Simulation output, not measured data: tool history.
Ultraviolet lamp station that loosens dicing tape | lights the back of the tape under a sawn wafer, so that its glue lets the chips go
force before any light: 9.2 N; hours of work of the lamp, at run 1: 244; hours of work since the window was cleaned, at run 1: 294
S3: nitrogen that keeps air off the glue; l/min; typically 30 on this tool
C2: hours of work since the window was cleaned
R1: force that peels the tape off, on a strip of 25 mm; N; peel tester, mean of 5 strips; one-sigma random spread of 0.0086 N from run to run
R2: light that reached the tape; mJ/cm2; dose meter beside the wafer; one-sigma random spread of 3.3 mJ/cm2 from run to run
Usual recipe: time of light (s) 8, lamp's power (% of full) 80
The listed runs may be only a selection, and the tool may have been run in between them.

Run 1, hour 0: usual settings; hours of work of the lamp 244; C2 294. Result: R1 0.402 N, R2 469 mJ/cm2.
Run 2, hour 8.8: usual settings; hours of work of the lamp 250; C2 300. Result: R1 0.408 N, R2 466 mJ/cm2.
Run 3, hour 18.2: usual settings; hours of work of the lamp 256; C2 306. Result: R1 0.422 N, R2 463 mJ/cm2.
Run 4, hour 25.5: usual settings; hours of work of the lamp 260; C2 310. Result: R1 0.414 N, R2 465 mJ/cm2.
Run 5, hour 34.2: usual settings; hours of work of the lamp 265; C2 315. Result: R1 0.424 N, R2 459 mJ/cm2.
Run 6, hour 40.1: usual settings but lamp's power (% of full) 85; hours of work of the lamp 269; C2 319. Result: R1 0.393 N, R2 494 mJ/cm2.
Run 7, hour 49.8: usual settings but lamp's power (% of full) 85; hours of work of the lamp 275; C2 325. Result: R1 0.369 N, R2 490 mJ/cm2.
Run 8, hour 56.1: usual settings but lamp's power (% of full) 85; hours of work of the lamp 279; C2 329. Result: R1 0.395 N, R2 493 mJ/cm2.
Run 9, hour 62.6: usual settings but lamp's power (% of full) 85; hours of work of the lamp 283; C2 333. Result: R1 0.399 N, R2 490 mJ/cm2.
Run 10, hour 72: usual settings but lamp's power (% of full) 68; hours of work of the lamp 289; C2 339. Result: R1 0.578 N, R2 389 mJ/cm2.
Run 11, hour 79.2: usual settings but S3 33 l/min; hours of work of the lamp 293; C2 343. Result: R1 0.408 N, R2 454 mJ/cm2.
Run 12, hour 86.5: usual settings; hours of work of the lamp 298; C2 348. Result: R1 0.409 N, R2 455 mJ/cm2.
Run 13, hour 92.1: usual settings; hours of work of the lamp 301; C2 351. Result: R1 0.431 N, R2 455 mJ/cm2.
Run 14, hour 96.2: usual settings; hours of work of the lamp 304; C2 354. Result: R1 0.433 N, R2 456 mJ/cm2.
Run 15, hour 103.7: usual settings; hours of work of the lamp 308; C2 358. Result: R1 0.427 N, R2 456 mJ/cm2.
Run 16, hour 110.1: usual settings but S3 24 l/min; hours of work of the lamp 312; C2 362. Result: R1 0.504 N, R2 453 mJ/cm2.
Run 17, hour 119.9: usual settings; hours of work of the lamp 318; C2 368. Result: R1 0.413 N, R2 458 mJ/cm2.
Run 18, hour 125.7: usual settings; hours of work of the lamp 322; C2 372. Result: R1 0.42 N, R2 450 mJ/cm2.
Run 19, hour 133.6: usual settings but S3 28 l/min; hours of work of the lamp 327; C2 377. Result: R1 0.447 N, R2 446 mJ/cm2.
Run 20, hour 139.1: usual settings but S3 28 l/min; hours of work of the lamp 330; C2 380. Result: R1 0.455 N, R2 449 mJ/cm2.
Run 21, hour 147.9: usual settings but S3 28 l/min; hours of work of the lamp 336; C2 386. Result: R1 0.461 N, R2 448 mJ/cm2.
Run 22, hour 153.1: usual settings but time of light (s) 5, lamp's power (% of full) 82, S3 33 l/min; hours of work of the lamp 339; C2 389. Result: R1 0.955 N, R2 284 mJ/cm2.
Run 23, hour 160.9: usual settings but time of light (s) 11, lamp's power (% of full) 86, S3 22 l/min; hours of work of the lamp 344; C2 394. Result: R1 0.308 N, R2 665 mJ/cm2.
Run 24, hour 169.9: usual settings but time of light (s) 11, lamp's power (% of full) 86, S3 22 l/min; hours of work of the lamp 349; C2 399. Result: R1 0.294 N, R2 660 mJ/cm2.
Run 25, hour 179.8: usual settings but time of light (s) 11, lamp's power (% of full) 86, S3 22 l/min; hours of work of the lamp 356; C2 406. Result: R1 0.297 N, R2 651 mJ/cm2.
Run 26, hour 185.4: usual settings but time of light (s) 4, lamp's power (% of full) 68, S3 22 l/min; hours of work of the lamp 359; C2 409. Result: R1 2.312 N, R2 190 mJ/cm2.
Run 27, hour 192: usual settings but time of light (s) 11, lamp's power (% of full) 75, S3 16 l/min; hours of work of the lamp 363; C2 413. Result: R1 0.43 N, R2 569 mJ/cm2.
Run 28, hour 200: usual settings but time of light (s) 11, lamp's power (% of full) 75, S3 16 l/min; hours of work of the lamp 368; C2 418. Result: R1 0.44 N, R2 567 mJ/cm2.
Run 29, hour 207: usual settings but time of light (s) 11, lamp's power (% of full) 75, S3 16 l/min; hours of work of the lamp 372; C2 422. Result: R1 0.437 N, R2 569 mJ/cm2.
Run 30, hour 216.1: usual settings but time of light (s) 6, lamp's power (% of full) 65, S3 14 l/min; hours of work of the lamp 378; C2 428. Result: R1 1.847 N, R2 267 mJ/cm2.
Run 31, hour 223.5: usual settings but time of light (s) 7, lamp's power (% of full) 93, S3 12 l/min; hours of work of the lamp 383; C2 433. Result: R1 0.834 N, R2 446 mJ/cm2.
Run 32, hour 232: usual settings but time of light (s) 4, lamp's power (% of full) 70, S3 22 l/min; hours of work of the lamp 388; C2 438. Result: R1 2.297 N, R2 192 mJ/cm2.
Run 33, hour 240.5: usual settings but time of light (s) 10, S3 13 l/min; hours of work of the lamp 393; C2 443. Result: R1 0.549 N, R2 549 mJ/cm2.
Run 34, hour 248.7: usual settings but time of light (s) 10, lamp's power (% of full) 81, S3 13 l/min; hours of work of the lamp 398; C2 448. Result: R1 0.537 N, R2 547 mJ/cm2.
Run 35, hour 257.3: usual settings but lamp's power (% of full) 96, S3 22 l/min; hours of work of the lamp 403; C2 453. Result: R1 0.416 N, R2 521 mJ/cm2.
Run 36, hour 266.7: usual settings but lamp's power (% of full) 96, S3 22 l/min; hours of work of the lamp 409; C2 459. Result: R1 0.409 N, R2 524 mJ/cm2.

4 options for the next run, each taken on its own from the tool as it stands now. Forecast them:
Run A, hour 275.8: usual settings but time of light (s) 5, lamp's power (% of full) 99, S3 24 l/min; hours of work of the lamp 415; C2 465. Result: R1 ?, R2 ?.
Run B, hour 275.8: usual settings but time of light (s) 15, lamp's power (% of full) 74, S3 10 l/min; hours of work of the lamp 415; C2 465. Result: R1 ?, R2 ?.
Run C, hour 275.8: usual settings but time of light (s) 5, lamp's power (% of full) 96, S3 22 l/min; hours of work of the lamp 415; C2 465. Result: R1 ?, R2 ?.
Run D, hour 275.8: usual settings but S3 34 l/min; hours of work of the lamp 415; C2 465. Result: R1 ?, R2 ?.

run     R1   R2
  A  0.888  335
  B  0.392  753
  C  0.992  326
  D  0.435  433
With no hidden state in the tool, these same runs would have given:
run     R1   R2
  A  0.617  404
  B  0.311  910
  C  0.692  394
  D  0.331  523
